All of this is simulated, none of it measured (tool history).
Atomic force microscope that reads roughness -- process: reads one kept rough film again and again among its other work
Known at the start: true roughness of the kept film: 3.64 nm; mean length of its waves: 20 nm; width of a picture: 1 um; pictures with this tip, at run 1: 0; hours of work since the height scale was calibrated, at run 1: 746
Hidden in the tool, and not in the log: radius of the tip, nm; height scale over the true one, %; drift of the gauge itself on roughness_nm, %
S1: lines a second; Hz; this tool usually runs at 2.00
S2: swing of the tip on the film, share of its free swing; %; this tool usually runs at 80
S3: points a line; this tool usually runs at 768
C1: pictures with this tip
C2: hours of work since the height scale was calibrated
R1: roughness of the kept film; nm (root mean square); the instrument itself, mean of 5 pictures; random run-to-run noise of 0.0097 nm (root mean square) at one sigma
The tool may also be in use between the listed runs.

run	day	S1	S2	S3	C1	C2	R1
1	0.000	2.00	80	768	0	746	2.170
2	0.708	2.00	80	768	28	755	1.862
3	1.900	2.00	80	768	75	769	1.465
4	3.125	0.61	80	768	123	784	1.363
# day 3.996: new tip fitted
5	4.358	3.90	80	768	14	799	1.786
# day 4.483: height scale calibrated on a step standard
6	5.633	3.90	90	691	63	14	1.163
7	6.829	2.28	56	390	110	29	1.481
8	7.592	0.53	81	380	140	38	1.314
# day 8.058: new tip fitted
9	8.321	3.39	63	768	10	47	2.176
# day 8.846: height scale calibrated on a step standard, once more
10	9.538	1.50	80	861	56	8	1.682

The same runs without the tool's hidden state, with the same run-to-run variation:
run	R1
1	2.199
2	2.241
3	2.229
4	2.519
5	1.939
6	1.633
7	2.491
8	2.487
9	2.360
10	2.319

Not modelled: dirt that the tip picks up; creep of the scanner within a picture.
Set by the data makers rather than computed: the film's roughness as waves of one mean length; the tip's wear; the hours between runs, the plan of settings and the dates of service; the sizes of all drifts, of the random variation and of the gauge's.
